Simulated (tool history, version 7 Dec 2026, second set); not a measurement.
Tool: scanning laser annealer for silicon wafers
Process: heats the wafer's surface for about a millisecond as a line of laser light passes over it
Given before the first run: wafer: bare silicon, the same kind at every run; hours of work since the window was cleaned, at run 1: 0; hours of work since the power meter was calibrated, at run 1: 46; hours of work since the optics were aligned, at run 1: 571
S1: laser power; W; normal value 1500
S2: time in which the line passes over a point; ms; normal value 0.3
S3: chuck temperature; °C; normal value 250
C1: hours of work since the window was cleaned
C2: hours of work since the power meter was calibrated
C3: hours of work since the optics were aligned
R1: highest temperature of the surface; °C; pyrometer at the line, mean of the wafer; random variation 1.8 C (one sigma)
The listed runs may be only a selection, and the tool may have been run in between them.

run 1 hour=0 | S1=1500 S2=0.3 S3=250 | C1=0 C2=46 C3=571 | R1=1077
run 2 hour=78.8 | S1=1500 S2=0.3 S3=250 | C1=46 C2=92 C3=617 | R1=1071
run 3 hour=161.5 | S1=1500 S2=0.3 S3=235 | C1=94 C2=141 C3=665 | R1=1053
run 4 hour=203 | S1=1500 S2=0.3 S3=235 | C1=118 C2=165 C3=689 | R1=1053
run 5 hour=248.6 | S1=1500 S2=0.3 S3=235 | C1=145 C2=192 C3=716 | R1=1050
run 6 hour=334.9 | S1=1500 S2=0.3 S3=235 | C1=195 C2=242 C3=766 | R1=1046
run 7 hour=418.6 | S1=1500 S2=0.3 S3=222 | C1=244 C2=291 C3=815 | R1=1030
run 8 hour=512.4 | S1=1500 S2=0.304 S3=250 | C1=299 C2=346 C3=870 | R1=1063
run 9 hour=571.6 | S1=1500 S2=0.304 S3=250 | C1=334 C2=380 C3=905 | R1=1057
run 10 hour=621.7 | S1=1364 S2=0.3 S3=250 | C1=363 C2=409 C3=934 | R1=981
-- hour=665.7 window over the wafer cleaned
run 11 hour=666.6 | S1=1364 S2=0.3 S3=234 | C1=0 C2=434 C3=959 | R1=991
run 12 hour=715.9 | S1=1364 S2=0.3 S3=234 | C1=29 C2=463 C3=988 | R1=991
run 13 hour=754.7 | S1=1364 S2=0.3 S3=234 | C1=52 C2=486 C3=1010 | R1=984
run 14 hour=847.6 | S1=1364 S2=0.3 S3=234 | C1=106 C2=540 C3=1065 | R1=986
run 15 hour=886.9 | S1=1500 S2=0.3 S3=231 | C1=129 C2=563 C3=1088 | R1=1048
-- hour=905.4 optics aligned, line set to its width
run 16 hour=953.6 | S1=1500 S2=0.3 S3=250 | C1=165 C2=599 C3=28 | R1=1070
run 17 hour=1028.9 | S1=1500 S2=0.3 S3=250 | C1=209 C2=643 C3=72 | R1=1067
run 18 hour=1079.2 | S1=1500 S2=0.3 S3=250 | C1=238 C2=672 C3=101 | R1=1060
run 19 hour=1151.8 | S1=1283 S2=0.268 S3=275 | C1=281 C2=715 C3=144 | R1=935
run 20 hour=1203.2 | S1=1283 S2=0.261 S3=275 | C1=311 C2=745 C3=174 | R1=927
run 21 hour=1259.1 | S1=1283 S2=0.261 S3=275 | C1=343 C2=777 C3=206 | R1=922
-- hour=1335.9 window over the wafer cleaned
run 22 hour=1339.2 | S1=1283 S2=0.261 S3=275 | C1=2 C2=823 C3=252 | R1=940
run 23 hour=1403.9 | S1=1518 S2=0.215 S3=280 | C1=40 C2=861 C3=290 | R1=976
run 24 hour=1444.2 | S1=1416 S2=0.27 S3=280 | C1=63 C2=884 C3=313 | R1=1019
run 25 hour=1495.5 | S1=1416 S2=0.27 S3=280 | C1=93 C2=914 C3=343 | R1=1019
run 26 hour=1534.8 | S1=1415 S2=0.27 S3=220 | C1=116 C2=937 C3=366 | R1=957
run 27 hour=1599 | S1=1415 S2=0.283 S3=251 | C1=154 C2=975 C3=404 | R1=1005
run 28 hour=1674 | S1=1413 S2=0.264 S3=250 | C1=197 C2=1018 C3=447 | R1=970
run 29 hour=1745.1 | S1=1610 S2=0.3 S3=228 | C1=239 C2=1060 C3=489 | R1=1094
run 30 hour=1812.8 | S1=1504 S2=0.294 S3=249 | C1=278 C2=1099 C3=529 | R1=1052
run 31 hour=1873.1 | S1=1408 S2=0.265 S3=249 | C1=314 C2=1135 C3=564 | R1=963
run 32 hour=1945 | S1=1408 S2=0.265 S3=249 | C1=356 C2=1177 C3=606 | R1=960
run 33 hour=1993.1 | S1=1560 S2=0.315 S3=252 | C1=384 C2=1205 C3=634 | R1=1111
-- hour=2004.7 window over the wafer cleaned
run 34 hour=2072.2 | S1=1311 S2=0.3 S3=250 | C1=39 C2=1250 C3=679 | R1=981
run 35 hour=2118.2 | S1=1463 S2=0.214 S3=210 | C1=66 C2=1277 C3=706 | R1=883
run 36 hour=2201.1 | S1=1330 S2=0.323 S3=278 | C1=115 C2=1325 C3=754 | R1=1051

Per-run results on a tool with no hidden state, each run keeping its own random variation:
Hidden state present: light that passes the window, % of a clean one's; laser's true power over the reading, %; width of the line over the set one, %; drift of the gauge itself on peak_c, C.
run=1 R1=1079
run=2 R1=1076
run=3 R1=1062
run=4 R1=1063
run=5 R1=1062
run=6 R1=1062
run=7 R1=1049
run=8 R1=1086
run=9 R1=1083
run=10 R1=1006
run=11 R1=992
run=12 R1=994
run=13 R1=988
run=14 R1=994
run=15 R1=1058
run=16 R1=1079
run=17 R1=1079
run=18 R1=1075
run=19 R1=949
run=20 R1=943
run=21 R1=939
run=22 R1=938
run=23 R1=976
run=24 R1=1020
run=25 R1=1022
run=26 R1=961
run=27 R1=1012
run=28 R1=979
run=29 R1=1109
run=30 R1=1068
run=31 R1=980
run=32 R1=979
run=33 R1=1136
run=34 R1=979
run=35 R1=883
run=36 R1=1054

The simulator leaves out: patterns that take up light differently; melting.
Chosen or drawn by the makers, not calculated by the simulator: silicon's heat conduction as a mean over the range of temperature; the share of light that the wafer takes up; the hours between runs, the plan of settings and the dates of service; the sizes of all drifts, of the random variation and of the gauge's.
